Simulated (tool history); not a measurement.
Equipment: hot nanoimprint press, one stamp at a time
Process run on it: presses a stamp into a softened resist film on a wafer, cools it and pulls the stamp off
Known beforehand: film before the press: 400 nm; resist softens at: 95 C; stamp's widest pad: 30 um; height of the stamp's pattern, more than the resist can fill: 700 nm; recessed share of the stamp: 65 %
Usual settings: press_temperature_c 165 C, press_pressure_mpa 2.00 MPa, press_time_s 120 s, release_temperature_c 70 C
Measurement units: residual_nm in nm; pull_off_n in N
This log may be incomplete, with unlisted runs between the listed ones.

Run 1, day 0.000: usual settings. Result: residual_nm 237.3 nm, pull_off_n 232 N.
Run 2, day 0.367: usual settings. Result: residual_nm 236.9 nm, pull_off_n 239 N.
Run 3, day 0.717: usual settings. Result: residual_nm 237.0 nm, pull_off_n 238 N.
Run 4, day 0.954: usual settings. Result: residual_nm 237.6 nm, pull_off_n 237 N.
Run 5, day 1.167: usual settings. Result: residual_nm 236.9 nm, pull_off_n 234 N.
Run 6, day 1.362: usual settings. Result: residual_nm 236.8 nm, pull_off_n 237 N.
Run 7, day 1.708: usual settings. Result: residual_nm 237.1 nm, pull_off_n 238 N.
Run 8, day 1.900: usual settings. Result: residual_nm 236.8 nm, pull_off_n 249 N.
Run 9, day 2.221: usual settings but press_temperature_c 169 C, press_time_s 191 s, release_temperature_c 72 C. Result: residual_nm 175.9 nm, pull_off_n 237 N.
Run 10, day 2.671: usual settings but press_pressure_mpa 1.74 MPa. Result: residual_nm 253.1 nm, pull_off_n 248 N.
Run 11, day 2.938: usual settings but press_pressure_mpa 1.74 MPa. Result: residual_nm 252.4 nm, pull_off_n 249 N.
Run 12, day 3.367: usual settings but press_pressure_mpa 1.74 MPa. Result: residual_nm 252.6 nm, pull_off_n 253 N.
Run 13, day 3.692: usual settings but press_pressure_mpa 2.50 MPa, press_time_s 111 s, release_temperature_c 58 C. Result: residual_nm 221.6 nm, pull_off_n 285 N.
Run 14, day 4.050: usual settings but press_temperature_c 155 C, press_pressure_mpa 1.56 MPa, press_time_s 196 s, release_temperature_c 62 C. Result: residual_nm 315.9 nm, pull_off_n 276 N.
Run 15, day 4.258: usual settings but press_temperature_c 168 C, press_pressure_mpa 1.56 MPa, press_time_s 63 s, release_temperature_c 62 C. Result: residual_nm 284.3 nm, pull_off_n 273 N.
Run 16, day 4.721: usual settings but press_temperature_c 169 C, press_pressure_mpa 3.19 MPa, press_time_s 143 s. Result: residual_nm 153.5 nm, pull_off_n 253 N.

Some steps in residual_nm, run to run, broken into two amounts with sign: the step expected even without the hidden condition (settings, incoming material, random variation), and the rest, left for the hidden condition together with whatever gauge scatter is not in both the measured and the hidden-condition-free result:
Hidden state at play: true temperature over the reading, C; pressure that arrives at the usual setting, %; grip of the stamp's worn release coat, % over a new coat's; drift of the gauge itself on residual_nm, %; drift of the gauge itself on pull_off_n, %.
Run 9 -> 10: press_temperature_c 169 -> 165, press_pressure_mpa 2.00 -> 1.74, press_time_s 191 -> 120, release_temperature_c 72 -> 70. residual_nm +77.2 nm: hidden state +0.5, all else +76.7.
Run 15 -> 16: press_temperature_c 168 -> 169, press_pressure_mpa 1.56 -> 3.19, press_time_s 63 -> 143, release_temperature_c 62 -> 70. residual_nm -130.8 nm: hidden state +0.1, all else -130.9.

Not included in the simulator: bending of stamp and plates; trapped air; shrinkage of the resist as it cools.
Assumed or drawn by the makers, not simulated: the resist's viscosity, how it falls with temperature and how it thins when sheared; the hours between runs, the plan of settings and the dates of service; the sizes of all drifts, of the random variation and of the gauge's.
